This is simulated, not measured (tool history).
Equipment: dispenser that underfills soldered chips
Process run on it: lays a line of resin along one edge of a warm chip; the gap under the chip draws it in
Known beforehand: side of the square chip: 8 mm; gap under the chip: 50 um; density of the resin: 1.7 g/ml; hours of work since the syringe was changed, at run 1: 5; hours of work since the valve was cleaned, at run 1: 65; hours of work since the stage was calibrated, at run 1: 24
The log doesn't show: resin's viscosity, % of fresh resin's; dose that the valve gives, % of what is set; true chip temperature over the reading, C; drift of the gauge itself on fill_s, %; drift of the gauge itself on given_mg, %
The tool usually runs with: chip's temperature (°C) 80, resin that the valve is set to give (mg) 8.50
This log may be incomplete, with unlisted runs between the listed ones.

run     day  chip's temperature (°C)  resin that the valve is set to give (mg)  hours of work since the syringe was changed  hours of work since the valve was cleaned  hours of work since the stage was calibrated  time until the resin shows at the far edge (s)  resin that the valve gave (mg)
  1   0.000                       80                                      8.50                                            5                                         65                                            24                                            90.5                            8.05
      0.042  -- new syringe of resin
      0.421  -- new syringe of resin
  2   0.508                       80                                      8.50                                            1                                         72                                            31                                            71.2                            7.97
      0.650  -- dispensing valve cleaned and set on the balance
      0.846  -- new syringe of resin
  3   1.004                       80                                      8.50                                            2                                          5                                            38                                            76.4                            8.45
      1.204  -- new syringe of resin
  4   1.388                       88                                      8.50                                            3                                         11                                            44                                            59.1                            8.38
      1.604  -- new syringe of resin
  5   1.683                       80                                      9.80                                            1                                         15                                            48                                            70.1                            9.65
      1.988  -- new syringe of resin
  6   2.121                       80                                      7.55                                            2                                         22                                            55                                            77.8                            7.37
      2.392  -- new syringe of resin
  7   2.588                       80                                      8.71                                            3                                         29                                            61                                            80.0                            8.45
      2.758  -- new syringe of resin
  8   2.858                       74                                      8.50                                            2                                         33                                            65                                            95.6                            8.22
      3.154  -- new syringe of resin
  9   3.250                       67                                      8.50                                            1                                         39                                            71                                           131.3                            8.20
      3.529  -- new syringe of resin
 10   3.808                       67                                      8.50                                            4                                         47                                            80                                           155.9                            8.15
      3.896  -- new syringe of resin
 11   4.042                       67                                      8.50                                            2                                         50                                            83                                           137.5                            8.10
      4.254  -- new syringe of resin
 12   4.471                       80                                      7.45                                            3                                         57                                            89                                            86.1                            7.09
      4.608  -- new syringe of resin
 13   4.750                       80                                      8.50                                            2                                         61                                            93                                            77.9                            8.04
      4.979  -- new syringe of resin
 14   5.004                       80                                      8.50                                            0                                         64                                            97                                            69.1                            8.00
 15   5.304                       80                                      8.50                                            5                                         69                                           102                                            94.8                            8.01
      5.346  -- new syringe of resin
      5.688  -- dispensing valve cleaned and set on the balance
      5.746  -- new syringe of resin
 16   5.896                       89                                      8.50                                            2                                          3                                           110                                            53.4                            8.53
      6.108  -- new syringe of resin
 17   6.138                       89                                      8.50                                            0                                          7                                           113                                            48.4                            8.46
 18   6.421                       69                                      8.50                                            5                                         11                                           118                                           149.0                            8.46
      6.479  -- new syringe of resin
 19   6.708                       73                                      7.42                                            4                                         15                                           122                                           117.8                            7.36
      6.879  -- new syringe of resin
 20   7.146                       69                                      7.42                                            4                                         22                                           128                                           144.9                            7.32
      7.250  -- new syringe of resin
      7.625  -- new syringe of resin
 21   7.717                       80                                      7.69                                            1                                         30                                           137                                            76.4                            7.51
      7.996  -- new syringe of resin
 22   8.112                       73                                     10.32                                            2                                         36                                           143                                           103.0                           10.01
      8.367  -- new syringe of resin
 23   8.629                       70                                      8.74                                            4                                         44                                           150                                           137.6                            8.43
      8.725  -- new syringe of resin
      9.092  -- new syringe of resin
 24   9.154                       93                                     10.49                                            1                                         51                                           158                                            43.4                           10.05
      9.488  -- new syringe of resin
 25   9.488                       90                                      8.01                                            0                                         56                                           163                                            45.8                            7.65
      9.858  -- new syringe of resin
 26  10.012                       95                                      8.01                                            2                                         64                                           171                                            45.2                            7.60
     10.254  -- new syringe of resin
 27  10.346                       71                                     10.04                                            1                                         69                                           176                                           107.1                            9.47
     10.617  -- new syringe of resin
     10.721  -- dispensing valve cleaned and set on the balance
 28  10.725                       71                                     10.04                                            1                                          0                                           181                                           102.7                           10.04
     11.046  -- new syringe of resin
 29  11.046                       71                                     10.04                                            0                                          5                                           185                                            99.0                           10.01
 30  11.354                       84                                      9.97                                            5                                          9                                           190                                            78.1                            9.92
     11.404  -- new syringe of resin
     11.779  -- new syringe of resin
 31  11.779                       83                                      8.50                                            0                                         16                                           196                                            60.3                            8.42
 32  12.017                       83                                      8.50                                            4                                         19                                           200                                            77.6                            8.32
     12.171  -- new syringe of resin
     12.533  -- new syringe of resin
 33  12.554                       78                                      8.50                                            0                                         27                                           208                                            75.3                            8.31
     12.908  -- new syringe of resin
 34  13.062                       78                                      8.50                                            2                                         35                                           215                                            88.7                            8.26

Each row is a separate what-if for the run after 34, all from the same tool condition, not one after another. Results?
     13.304  -- new syringe of resin
  A  13.454                       84                                      8.50                                            2                                         41                                           221                                               ?                               ?
     13.304  -- new syringe of resin
  B  13.454                       85                                      7.93                                            2                                         41                                           221                                               ?                               ?
     13.304  -- new syringe of resin
  C  13.454                       92                                      8.23                                            2                                         41                                           221                                               ?                               ?
     13.304  -- new syringe of resin
  D  13.454                       72                                      8.77                                            2                                         41                                           221                                               ?                               ?

run  time until the resin shows at the far edge (s)  resin that the valve gave (mg)
  A                                            69.4                            8.21
  B                                            66.7                            7.65
  C                                            50.3                            7.93
  D                                           113.2                            8.52
The same runs, with their run-to-run variation unchanged, on a tool lacking any hidden condition would have given:
run  time until the resin shows at the far edge (s)  resin that the valve gave (mg)
  A                                            56.0                            8.48
  B                                            53.7                            7.90
  C                                            40.7                            8.19
  D                                            91.2                            8.80

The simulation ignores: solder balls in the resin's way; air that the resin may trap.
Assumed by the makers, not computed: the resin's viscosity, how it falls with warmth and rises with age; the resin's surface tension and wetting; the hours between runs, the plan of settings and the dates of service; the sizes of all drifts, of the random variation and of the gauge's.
